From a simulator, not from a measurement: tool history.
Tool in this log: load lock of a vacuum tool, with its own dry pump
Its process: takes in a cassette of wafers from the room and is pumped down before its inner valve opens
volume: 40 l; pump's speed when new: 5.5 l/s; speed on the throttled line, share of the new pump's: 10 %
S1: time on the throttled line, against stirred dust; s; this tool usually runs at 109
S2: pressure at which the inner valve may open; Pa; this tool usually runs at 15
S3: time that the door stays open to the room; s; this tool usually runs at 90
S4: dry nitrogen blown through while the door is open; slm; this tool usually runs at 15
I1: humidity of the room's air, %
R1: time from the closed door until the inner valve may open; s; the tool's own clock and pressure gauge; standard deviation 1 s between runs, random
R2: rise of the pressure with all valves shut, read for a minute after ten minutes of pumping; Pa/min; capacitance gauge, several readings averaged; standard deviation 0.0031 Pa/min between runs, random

run,hour,S1,S2,S3,S4,I1,R1,R2
1,0,109,15,90,15,44.5,161.5,0.07
2,239.1,109,15,90,15,44,161.5,0.066
3,503.7,109,15,90,11,44.2,161.8,0.071
4,661.4,109,15,90,11,42.4,160.9,0.073
5,811.7,109,15,90,15,42.7,160.7,0.06
6,1089,109,13,90,15,45.8,162.7,0.066
7,1317.9,109,13,90,15,44.9,162.5,0.064
8,1513,109,15,90,15,45.3,160.3,0.069
9,1804,109,15,90,15,43.9,161.4,0.065
10,1976.1,109,15,90,15,40.5,160.1,0.059
11,2211.2,109,15,90,31,43.7,160.8,0.048
12,2519.1,109,15,90,31,47.2,163.4,0.055
13,2826.3,109,15,90,31,47.2,161.2,0.056
14,3068,109,15,90,31,45.8,159.8,0.047
15,3279.7,99,29,106,5,47.5,146.8,0.1
16,3427.9,99,29,106,5,46.2,146.6,0.096
17,3600.6,95,13,95,16,44.7,150.4,0.065
18,3942.3,95,13,95,16,44.4,150.6,0.064
19,4103.3,95,12,95,16,45.2,152,0.072
20,4422.7,109,15,90,21,46.7,162.2,0.062
21,4686.5,119,16,144,12,46.6,169.8,0.097
22,4964.8,109,15,90,32,46.8,160.5,0.058
23,5166.6,109,15,147,15,41.6,162.4,0.085
24,5452.7,206,15,104,15,44.6,246.3,0.073
25,5628.2,206,15,104,15,46.4,246.9,0.074

Forecast run 26:
26,5793.9,109,24,67,15,48.6,?,?

Run 26 measured R1 158 s, R2 0.064 Pa/min.
If the tool had no hidden condition, the same run with the same run-to-run variation would have returned R1 158 s, R2 0.063 Pa/min.
